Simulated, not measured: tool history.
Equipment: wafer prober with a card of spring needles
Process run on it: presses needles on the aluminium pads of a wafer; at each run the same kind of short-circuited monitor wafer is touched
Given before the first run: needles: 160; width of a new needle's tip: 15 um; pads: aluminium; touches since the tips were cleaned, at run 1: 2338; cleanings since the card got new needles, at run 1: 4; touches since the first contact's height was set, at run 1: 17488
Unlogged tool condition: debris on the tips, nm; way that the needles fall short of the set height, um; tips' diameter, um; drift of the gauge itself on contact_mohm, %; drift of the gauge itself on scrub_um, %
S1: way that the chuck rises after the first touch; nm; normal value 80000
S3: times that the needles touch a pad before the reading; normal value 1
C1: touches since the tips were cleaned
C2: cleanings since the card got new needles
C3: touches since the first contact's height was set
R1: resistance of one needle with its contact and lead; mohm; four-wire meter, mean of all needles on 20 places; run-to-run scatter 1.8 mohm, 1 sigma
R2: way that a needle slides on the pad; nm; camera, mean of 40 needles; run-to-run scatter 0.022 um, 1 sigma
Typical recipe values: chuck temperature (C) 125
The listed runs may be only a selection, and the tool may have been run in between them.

{"run": 1, "hour": 0.0, "S1": 80000, "chuck temperature (C)": 125, "S3": 1, "C1": 2338, "C2": 4, "C3": 17488, "R1": 191, "R2": 17740}
{"hour": 8.1, "done": "tips cleaned on abrasive film"}
{"hour": 25.3, "done": "tips cleaned on abrasive film"}
{"run": 2, "hour": 26.8, "S1": 80000, "chuck temperature (C)": 125, "S3": 1, "C1": 342, "C2": 6, "C3": 23707, "R1": 193, "R2": 17720}
{"hour": 43.0, "done": "tips cleaned on abrasive film"}
{"run": 3, "hour": 54.6, "S1": 80000, "chuck temperature (C)": 125, "S3": 1, "C1": 2711, "C2": 7, "C3": 30182, "R1": 192, "R2": 17720}
{"hour": 61.3, "done": "tips cleaned on abrasive film"}
{"run": 4, "hour": 72.8, "S1": 80000, "chuck temperature (C)": 125, "S3": 1, "C1": 2697, "C2": 8, "C3": 34413, "R1": 195, "R2": 17750}
{"hour": 77.8, "done": "tips cleaned on abrasive film"}
{"hour": 93.9, "done": "tips cleaned on abrasive film"}
{"run": 5, "hour": 93.9, "S1": 80000, "chuck temperature (C)": 125, "S3": 1, "C1": 0, "C2": 10, "C3": 39311, "R1": 193, "R2": 17770}
{"hour": 111.4, "done": "tips cleaned on abrasive film"}
{"run": 6, "hour": 124.4, "S1": 80000, "chuck temperature (C)": 125, "S3": 1, "C1": 3042, "C2": 11, "C3": 46407, "R1": 193, "R2": 17700}
{"hour": 126.6, "done": "tips cleaned on abrasive film"}
{"hour": 141.9, "done": "tips cleaned on abrasive film"}
{"hour": 158.6, "done": "tips cleaned on abrasive film"}
{"run": 7, "hour": 162.0, "S1": 80000, "chuck temperature (C)": 125, "S3": 1, "C1": 789, "C2": 14, "C3": 55132, "R1": 194, "R2": 17690}
{"hour": 175.0, "done": "tips cleaned on abrasive film"}
{"hour": 192.1, "done": "tips cleaned on abrasive film"}
{"run": 8, "hour": 200.6, "S1": 80000, "chuck temperature (C)": 82, "S3": 2, "C1": 1988, "C2": 16, "C3": 64102, "R1": 183, "R2": 17730}
{"hour": 209.3, "done": "tips cleaned on abrasive film"}
{"hour": 224.8, "done": "tips cleaned on abrasive film"}
{"run": 9, "hour": 224.8, "S1": 80000, "chuck temperature (C)": 82, "S3": 2, "C1": 0, "C2": 18, "C3": 69730, "R1": 180, "R2": 17680}
{"hour": 240.8, "done": "tips cleaned on abrasive film"}
{"hour": 256.9, "done": "tips cleaned on abrasive film"}
{"run": 10, "hour": 258.1, "S1": 94000, "chuck temperature (C)": 125, "S3": 1, "C1": 298, "C2": 20, "C3": 77474, "R1": 193, "R2": 20800}

3 options for the next run, each taken on its own from the tool as it stands now. Forecast them:
{"hour": 273.3, "done": "tips cleaned on abrasive film"}
{"run": "A", "hour": 279.3, "S1": 80000, "chuck temperature (C)": 25, "S3": 1, "C1": 1413, "C2": 21, "C3": 82396, "R1": "?", "R2": "?"}
{"hour": 273.3, "done": "tips cleaned on abrasive film"}
{"run": "B", "hour": 279.3, "S1": 80000, "chuck temperature (C)": 125, "S3": 2, "C1": 1413, "C2": 21, "C3": 82396, "R1": "?", "R2": "?"}
{"hour": 273.3, "done": "tips cleaned on abrasive film"}
{"run": "C", "hour": 279.3, "S1": 62000, "chuck temperature (C)": 53, "S3": 1, "C1": 1413, "C2": 21, "C3": 82396, "R1": "?", "R2": "?"}

run=A R1=174 R2=17680
run=B R1=197 R2=17690
run=C R1=183 R2=13760
With no hidden state in the tool, these same runs would have given:
run=A R1=173 R2=17690
run=B R1=197 R2=17700
run=C R1=182 R2=13770
